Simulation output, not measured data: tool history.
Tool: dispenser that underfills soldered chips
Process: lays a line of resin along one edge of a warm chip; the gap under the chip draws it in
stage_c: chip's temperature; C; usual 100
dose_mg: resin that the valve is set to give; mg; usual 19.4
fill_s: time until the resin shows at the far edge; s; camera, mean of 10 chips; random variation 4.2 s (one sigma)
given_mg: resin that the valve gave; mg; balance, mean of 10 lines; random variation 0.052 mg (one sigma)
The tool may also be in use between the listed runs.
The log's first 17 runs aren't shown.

run,hour,stage_c,dose_mg,fill_s,given_mg
# hour 74.1: new syringe of resin
18,76.0,103,17.3,424.1,16.77
19,79.0,98,23.9,564.1,23.28
# hour 83.6: new syringe of resin
20,85.2,104,17.0,410.2,16.46
21,91.2,109,21.9,432.2,21.18
# hour 93.2: new syringe of resin
22,95.0,106,19.5,376.8,18.89
# hour 100.0: dispensing valve cleaned and set on the balance
23,100.6,92,17.6,857.4,17.53
# hour 103.4: new syringe of resin
24,104.6,100,18.3,460.4,18.28
25,110.5,98,17.0,683.8,16.89
# hour 113.1: new syringe of resin
26,116.6,98,17.0,578.0,16.99
27,119.5,107,18.5,448.1,18.41
# hour 122.3: new syringe of resin
28,125.3,103,21.7,426.6,21.58
29,129.3,103,21.7,524.6,21.51
# hour 131.7: new syringe of resin
30,132.8,108,24.6,321.5,24.42
31,137.3,108,24.6,401.2,24.30
# hour 141.3: new syringe of resin
32,143.6,108,24.6,344.2,24.39
33,148.9,86,19.4,1114.0,19.21
# hour 150.8: new syringe of resin
34,153.0,106,22.8,362.1,22.41

Forecast run 35:
35,157.5,106,22.8,?,?

{"run 35": {"fill_s": 457.9, "given_mg": 22.48}}
Without the tool's hidden state the same run would have given fill_s 325.7 s, given_mg 22.82 mg.
